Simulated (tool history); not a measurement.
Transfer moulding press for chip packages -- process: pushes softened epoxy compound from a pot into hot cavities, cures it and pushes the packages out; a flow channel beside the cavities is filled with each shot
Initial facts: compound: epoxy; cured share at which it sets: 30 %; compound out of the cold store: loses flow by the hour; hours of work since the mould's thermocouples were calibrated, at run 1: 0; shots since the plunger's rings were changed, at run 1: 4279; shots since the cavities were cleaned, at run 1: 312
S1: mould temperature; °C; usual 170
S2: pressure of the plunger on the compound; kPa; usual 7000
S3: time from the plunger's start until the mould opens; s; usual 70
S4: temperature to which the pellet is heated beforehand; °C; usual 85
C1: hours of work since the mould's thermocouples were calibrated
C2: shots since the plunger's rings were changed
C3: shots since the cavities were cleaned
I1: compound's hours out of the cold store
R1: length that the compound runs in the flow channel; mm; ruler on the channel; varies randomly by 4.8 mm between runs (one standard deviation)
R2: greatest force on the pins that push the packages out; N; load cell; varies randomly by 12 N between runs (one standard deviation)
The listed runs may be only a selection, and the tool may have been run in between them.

run   hour   S1    S2   S3  S4   C1    C2   C3    I1   R1    R2
  1      0  170  7000   70  85    0  4279  312  12.6  701   978
  2   14.7  170  7000   70  85   10  4519  552  12.5  699  1056
      26.3  -- cavities cleaned with cleaning compound and waxed
  3   33.9  170  7000   70  85   23  4809  124  44.3  580   703
  4   53.3  170  7000   79  85   36  5127  442  10.7  688   797
  5   65.2  170  7000   70  85   44  5321  636  16.8  665  1096
      70.6  -- cavities cleaned with cleaning compound and waxed
  6   88.4  170  7000   70  85   59  5677  292  47.1  559   813
  7  108.4  170  7000   70  85   73  6004  619  12.2  675  1070
     115.4  -- cavities cleaned with cleaning compound and waxed
       125  -- plunger's sealing rings changed
  8  125.5  170  7000   70  85   82     9  125  18.5  742   745
  9  138.4  170  7000   70  85   91   219  335  26.2  701   891
 10  156.6  170  7000   65  85  104   519  635  23.6  717  1241
     162.9  -- cavities cleaned with cleaning compound and waxed
 11    178  170  7000   75  85  118   844  247  43.1  650   685
 12  198.5  170  7000   75  85  132  1179  582  22.1  715   844
     207.2  -- cavities cleaned with cleaning compound and waxed
 13  209.9  170  7000   75  85  139  1342   45  16.8  728   548
 14  229.1  170  7000   75  85  152  1655  358  43.5  621   744
     251.4  -- cavities cleaned with cleaning compound and waxed
 15  254.1  173  7620   52  85  169  2040   44  47.8  633  1069
 16  264.5  173  7620   59  83  176  2210  214  28.6  698  1045
 17    284  174  5880   79  76  190  2530  534  37.2  572   657
     296.1  -- cavities cleaned with cleaning compound and waxed
 18  308.2  174  5880   79  76  205  2902  199  43.9  558   532
 19  321.7  174  5880   79  76  215  3123  420  29.9  596   621
 20  337.8  174  6200   79  76  226  3387  684  35.3  590   698
     340.3  -- cavities cleaned with cleaning compound and waxed
 21  362.1  170  7000   66  79  242  3760  357  14.5  700  1121
 22  376.4  170  7000   66  79  252  3994  591  20.7  669  1160
     384.4  -- cavities cleaned with cleaning compound and waxed
 23  387.7  166  6150  106  85  259  4154   54  17.3  645   437
 24  397.5  166  8270  106  85  265  4314  214  34.8  684   555
 25  409.3  166  8270  106  85  274  4508  408  46.8  648   617
     428.3  -- cavities cleaned with cleaning compound and waxed
 26  428.3  166  8270  106  85  286  4794    0  10.4  767   384
 27  443.3  166  8270  106  85  296  5040  246  43.1  652   550

Branching from run 27: 4 alternative next runs. What would each branch give?
  A  461.3  169  8270  106  85  309  5335  541  28.6   ?   ?
  B  461.3  166  8270   62  85  309  5335  541  36.2   ?   ?
  C  461.3  175  7000   70  81  309  5335  541  11.4   ?   ?
  D  461.3  169  7000   70  85  309  5335  541  12.3   ?   ?

run   R1    R2
  A  682   608
  B  664  1638
  C  666   745
  D  678  1109
With no hidden state in the tool, these same runs would have given:
run   R1   R2
  A  768  359
  B  748  989
  C  751  449
  D  764  675
